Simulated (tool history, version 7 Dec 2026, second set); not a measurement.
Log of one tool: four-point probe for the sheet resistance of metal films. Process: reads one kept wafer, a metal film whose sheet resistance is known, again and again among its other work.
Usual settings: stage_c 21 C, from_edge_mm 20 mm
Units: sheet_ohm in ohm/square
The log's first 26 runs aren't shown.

Run 27, hour 2538.2: usual settings but stage_c 29 C, from_edge_mm 43 mm. Result: sheet_ohm 9.375123 ohm/square.
Run 28, hour 2646.8: usual settings but stage_c 28 C, from_edge_mm 30 mm. Result: sheet_ohm 9.371839 ohm/square.
Run 29, hour 2735: usual settings but stage_c 28 C, from_edge_mm 30 mm. Result: sheet_ohm 9.37924 ohm/square.
Run 30, hour 2821.5: usual settings but stage_c 28 C, from_edge_mm 30 mm. Result: sheet_ohm 9.377632 ohm/square.
Run 31, hour 2948: usual settings but stage_c 28 C, from_edge_mm 30 mm. Result: sheet_ohm 9.379895 ohm/square.
Run 32, hour 3080.5: usual settings but stage_c 31 C, from_edge_mm 7 mm. Result: sheet_ohm 9.424321 ohm/square.
Run 33, hour 3173.8: usual settings but stage_c 25 C, from_edge_mm 14 mm. Result: sheet_ohm 9.372546 ohm/square.
Run 34, hour 3291.6: usual settings but stage_c 20 C, from_edge_mm 45 mm. Result: sheet_ohm 9.347845 ohm/square.
Run 35, hour 3420.3: usual settings but stage_c 23 C, from_edge_mm 18 mm. Result: sheet_ohm 9.36639 ohm/square.
At hour 3542.7: stage's thermometer calibrated.
Run 36, hour 3553.8: usual settings but stage_c 25 C, from_edge_mm 4 mm. Result: sheet_ohm 9.428789 ohm/square.
Run 37, hour 3675.2: usual settings but stage_c 30 C, from_edge_mm 12 mm. Result: sheet_ohm 9.393258 ohm/square.
Run 38, hour 3794.9: usual settings but stage_c 30 C, from_edge_mm 12 mm. Result: sheet_ohm 9.395717 ohm/square.
Run 39, hour 3863.1: usual settings but stage_c 30 C, from_edge_mm 8 mm. Result: sheet_ohm 9.409293 ohm/square.
At hour 3917.7: new probe head fitted.
Run 40, hour 3943.5: usual settings but stage_c 18 C, from_edge_mm 44 mm. Result: sheet_ohm 9.21493 ohm/square.
Run 41, hour 3999.3: usual settings but stage_c 33 C, from_edge_mm 73 mm. Result: sheet_ohm 9.301349 ohm/square.
Run 42, hour 4094.4: usual settings but stage_c 26 C, from_edge_mm 6 mm. Result: sheet_ohm 9.300509 ohm/square.
Run 43, hour 4178.5: usual settings but stage_c 25 C, from_edge_mm 23 mm. Result: sheet_ohm 9.265775 ohm/square.
Run 44, hour 4267.5: usual settings but stage_c 22 C, from_edge_mm 54 mm. Result: sheet_ohm 9.248655 ohm/square.

Forecast each of these 5 alternatives for the next run:
Run A, hour 4389.1: usual settings but stage_c 26 C, from_edge_mm 3 mm. Result: sheet_ohm ?.
Run B, hour 4389.1: usual settings but stage_c 27 C, from_edge_mm 15 mm. Result: sheet_ohm ?.
Run C, hour 4389.1: usual settings but stage_c 25 C, from_edge_mm 24 mm. Result: sheet_ohm ?.
Run D, hour 4389.1: usual settings but from_edge_mm 56 mm. Result: sheet_ohm ?.
Run E, hour 4389.1: usual settings but stage_c 27 C, from_edge_mm 15 mm. Result: sheet_ohm ?.

run  sheet_ohm
  A   9.411136
  B   9.285013
  C   9.269214
  D   9.246984
  E   9.283562
Without the tool's hidden state the same runs would have given:
run  sheet_ohm
  A   9.367341
  B   9.241805
  C   9.226006
  D    9.20373
  E   9.240361
